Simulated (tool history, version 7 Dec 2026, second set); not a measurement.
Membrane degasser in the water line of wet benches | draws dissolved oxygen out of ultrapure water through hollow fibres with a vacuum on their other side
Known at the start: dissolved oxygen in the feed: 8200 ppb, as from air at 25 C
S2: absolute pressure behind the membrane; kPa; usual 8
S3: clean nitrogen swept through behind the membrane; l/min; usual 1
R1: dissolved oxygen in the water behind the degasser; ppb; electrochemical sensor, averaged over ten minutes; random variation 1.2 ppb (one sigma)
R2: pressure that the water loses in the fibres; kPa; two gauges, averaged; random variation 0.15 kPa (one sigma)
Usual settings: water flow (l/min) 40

Run 1, hour 0: usual settings. Result: R1 388.1 ppb, R2 37.66 kPa.
Run 2, hour 54.4: usual settings. Result: R1 389.9 ppb, R2 37.8 kPa.
Run 3, hour 125.4: usual settings. Result: R1 385.6 ppb, R2 37.76 kPa.
Run 4, hour 198.1: usual settings. Result: R1 387.1 ppb, R2 38.1 kPa.
Run 5, hour 250.2: usual settings. Result: R1 387.7 ppb, R2 37.55 kPa.
Run 6, hour 327.3: usual settings. Result: R1 388.8 ppb, R2 37.75 kPa.
Run 7, hour 400.8: usual settings. Result: R1 388.5 ppb, R2 37.99 kPa.
Run 8, hour 450.9: usual settings. Result: R1 388.7 ppb, R2 37.83 kPa.
Run 9, hour 490.3: usual settings but water flow (l/min) 50. Result: R1 485.7 ppb, R2 47.26 kPa.
Run 10, hour 561.8: usual settings but water flow (l/min) 50. Result: R1 485.3 ppb, R2 47.51 kPa.
Run 11, hour 611.7: usual settings but S2 13.92 kPa. Result: R1 811.1 ppb, R2 37.77 kPa.
Run 12, hour 647.7: usual settings but water flow (l/min) 61. Result: R1 603.4 ppb, R2 57.93 kPa.
Run 13, hour 710.6: usual settings but water flow (l/min) 61. Result: R1 604 ppb, R2 58.05 kPa.
Run 14, hour 763.9: usual settings but water flow (l/min) 61, S3 0.85 l/min. Result: R1 661.3 ppb, R2 58.19 kPa.
Run 15, hour 804.8: usual settings but water flow (l/min) 61, S3 0.85 l/min. Result: R1 658 ppb, R2 57.98 kPa.
Run 16, hour 846.3: usual settings but water flow (l/min) 61, S3 0.85 l/min. Result: R1 665.3 ppb, R2 57.66 kPa.
Run 17, hour 886.1: usual settings but water flow (l/min) 61, S3 0.85 l/min. Result: R1 664.7 ppb, R2 57.66 kPa.
Run 18, hour 940.4: usual settings but water flow (l/min) 61, S3 0.85 l/min. Result: R1 659.6 ppb, R2 57.96 kPa.
Run 19, hour 1009.8: usual settings but water flow (l/min) 33, S2 5.51 kPa, S3 1.06 l/min. Result: R1 159.2 ppb, R2 30.98 kPa.
Run 20, hour 1043.9: usual settings but S2 5.62 kPa, S3 2.95 l/min. Result: R1 93.9 ppb, R2 37.73 kPa.
Run 21, hour 1119.5: usual settings but water flow (l/min) 39, S3 2.47 l/min. Result: R1 187.3 ppb, R2 36.93 kPa.
Run 22, hour 1163: usual settings but water flow (l/min) 39, S3 2.47 l/min. Result: R1 188.4 ppb, R2 36.96 kPa.
Run 23, hour 1199.7: usual settings but water flow (l/min) 56, S2 12.06 kPa, S3 2.47 l/min. Result: R1 494.5 ppb, R2 53.03 kPa.
Run 24, hour 1233.2: usual settings but water flow (l/min) 49, S2 18.41 kPa, S3 1.01 l/min. Result: R1 1288.4 ppb, R2 46.66 kPa.
Run 25, hour 1281.4: usual settings but water flow (l/min) 49, S2 12.32 kPa, S3 0.69 l/min. Result: R1 1062 ppb, R2 46.66 kPa.
Run 26, hour 1331.2: usual settings but water flow (l/min) 47, S2 10.73 kPa, S3 1.01 l/min. Result: R1 677.3 ppb, R2 44.41 kPa.
Run 27, hour 1392.2: usual settings but water flow (l/min) 47, S2 10.73 kPa, S3 1.01 l/min. Result: R1 680.2 ppb, R2 44.52 kPa.
Run 28, hour 1462.1: usual settings but water flow (l/min) 24, S3 1.47 l/min. Result: R1 182.6 ppb, R2 22.78 kPa.
Run 29, hour 1506.8: usual settings but water flow (l/min) 45, S2 10.59 kPa. Result: R1 647 ppb, R2 43.1 kPa.
Run 30, hour 1574.3: usual settings but water flow (l/min) 47, S2 9.12 kPa, S3 0.86 l/min. Result: R1 609.4 ppb, R2 45 kPa.
Run 31, hour 1625.4: usual settings but water flow (l/min) 47, S2 9.12 kPa, S3 0.86 l/min. Result: R1 611.5 ppb, R2 44.41 kPa.
Run 32, hour 1692.6: usual settings but water flow (l/min) 58, S2 18.96 kPa, S3 1.2 l/min. Result: R1 1357.9 ppb, R2 55.35 kPa.
Run 33, hour 1763.9: usual settings but water flow (l/min) 58, S2 18.96 kPa, S3 1.2 l/min. Result: R1 1349.8 ppb, R2 55.25 kPa.

3 ways to go on from here, each from the tool as it stands after run 33. What would each give?
Run A, hour 1799.9: usual settings but water flow (l/min) 27, S2 6.54 kPa, S3 1.92 l/min. Result: R1 ?, R2 ?.
Run B, hour 1799.9: usual settings but S2 5.49 kPa. Result: R1 ?, R2 ?.
Run C, hour 1799.9: usual settings but water flow (l/min) 38, S2 7.92 kPa, S3 1.96 l/min. Result: R1 ?, R2 ?.

run     R1     R2
  A  114.7  25.77
  B  205.9  38.34
  C  218.9  36.29
Without the tool's hidden state the same runs would have given:
run     R1     R2
  A  108.6  25.42
  B  194.6  37.81
  C  210.7  35.79
